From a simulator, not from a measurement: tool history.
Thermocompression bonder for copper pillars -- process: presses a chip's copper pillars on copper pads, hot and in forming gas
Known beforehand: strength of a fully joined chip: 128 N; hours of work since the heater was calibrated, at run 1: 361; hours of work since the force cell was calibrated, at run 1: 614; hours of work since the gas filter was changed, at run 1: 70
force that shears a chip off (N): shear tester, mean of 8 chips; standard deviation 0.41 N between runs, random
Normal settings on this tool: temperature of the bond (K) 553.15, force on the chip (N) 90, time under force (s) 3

| run | day | temperature of the bond (K) | force on the chip (N) | time under force (s) | hours of work since the heater was calibrated | hours of work since the force cell was calibrated | hours of work since the gas filter was changed | force that shears a chip off (N) |
|---|---|---|---|---|---|---|---|---|
| 1 | 0.000 | 553.15 | 90 | 3 | 361 | 614 | 70 | 77.5 |
| 2 | 1.433 | 553.15 | 90 | 3 | 378 | 632 | 87 | 78.6 |
| 3 | 2.488 | 553.15 | 90 | 3 | 391 | 644 | 100 | 78.3 |
| 4 | 3.388 | 553.15 | 90 | 3 | 402 | 655 | 110 | 77.1 |
| 5 | 4.492 | 553.15 | 90 | 3 | 415 | 669 | 124 | 77.3 |
| 6 | 5.429 | 553.15 | 90 | 3 | 426 | 680 | 135 | 77.9 |
|  | 5.612 | force cell calibrated |
| 7 | 6.525 | 553.15 | 90 | 3 | 439 | 11 | 148 | 77.2 |
| 8 | 7.546 | 553.15 | 90 | 3 | 451 | 23 | 160 | 76.6 |
| 9 | 8.867 | 582.15 | 90 | 3 | 467 | 39 | 176 | 99.1 |
| 10 | 9.817 | 553.15 | 90 | 4 | 479 | 51 | 187 | 83.3 |
|  | 10.454 | force cell calibrated, once more |
| 11 | 11.217 | 574.15 | 100 | 2 | 495 | 9 | 203 | 90.2 |
| 12 | 12.575 | 538.15 | 74 | 2 | 511 | 26 | 220 | 50.7 |
| 13 | 13.375 | 583.15 | 123 | 2 | 521 | 35 | 229 | 103.0 |
| 14 | 14.250 | 583.15 | 123 | 2 | 531 | 46 | 240 | 102.2 |
| 15 | 15.142 | 583.15 | 59 | 2 | 542 | 57 | 251 | 79.1 |
| 16 | 16.438 | 583.15 | 59 | 2 | 558 | 72 | 266 | 78.3 |
| 17 | 17.421 | 537.15 | 59 | 3 | 570 | 84 | 278 | 51.2 |

Branching from run 17: 4 alternative next runs. What would each branch give?
| A | 18.821 | 571.15 | 71 | 2 | 587 | 101 | 295 | ? |
| B | 18.821 | 537.15 | 59 | 3 | 587 | 101 | 295 | ? |
| C | 18.821 | 564.15 | 59 | 3 | 587 | 101 | 295 | ? |
| D | 18.821 | 553.15 | 90 | 2 | 587 | 101 | 295 | ? |

| run | force that shears a chip off (N) |
|---|---|
| A | 75.5 |
| B | 51.3 |
| C | 73.2 |
| D | 69.3 |
Take away the tool's hidden state, keep each run's random variation, and the runs would have read:
| run | force that shears a chip off (N) |
|---|---|
| A | 72.4 |
| B | 47.7 |
| C | 69.9 |
| D | 65.7 |
